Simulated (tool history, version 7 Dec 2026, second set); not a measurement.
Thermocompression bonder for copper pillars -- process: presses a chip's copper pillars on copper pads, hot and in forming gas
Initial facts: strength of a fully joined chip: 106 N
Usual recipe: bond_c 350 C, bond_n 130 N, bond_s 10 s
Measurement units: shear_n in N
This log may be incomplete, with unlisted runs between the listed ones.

run,hour,bond_c,bond_n,bond_s,shear_n
1,0.0,350,130,10,66.4
2,40.7,350,130,10,63.8
# hour 50.8: forming gas filter changed
3,63.4,350,130,10,71.2
4,103.7,350,130,12,74.5
5,124.2,350,130,12,74.6
6,168.1,350,130,12,71.3
7,211.6,350,130,10,68.8
8,255.9,350,80,10,55.6
9,290.4,350,130,8,62.9
10,334.2,350,130,8,62.1
11,371.7,350,130,8,62.3
12,404.6,350,130,10,65.8
13,452.4,350,130,10,64.8
14,479.9,350,113,10,60.6
15,510.3,350,113,10,60.3
16,556.2,350,113,10,60.0
# hour 559.6: forming gas filter changed
17,594.4,350,113,10,66.1
18,617.6,359,130,10,74.0
19,653.5,359,130,10,75.1
20,688.6,359,130,10,73.0
21,715.6,341,83,27,67.2
22,747.8,345,130,10,63.4
23,772.5,345,130,10,61.5
24,803.9,366,130,10,74.6
25,829.4,352,164,10,72.7
26,853.9,325,118,10,46.1
27,885.0,325,118,10,46.1
28,909.4,325,118,10,47.6
29,946.2,350,130,14,69.3
30,987.9,353,130,8,60.2
31,1016.2,350,130,8,56.8
32,1051.2,350,137,15,69.7
# hour 1067.5: forming gas filter changed
33,1096.3,350,98,10,61.2

Run 34 comes next. What will it give?
34,1119.3,378,115,7,?

Logged for run 34: shear_n 75.2 N.
Take away the tool's hidden state, keep the run-to-run variation as it was, and the same run would have given shear_n 81.2 N.
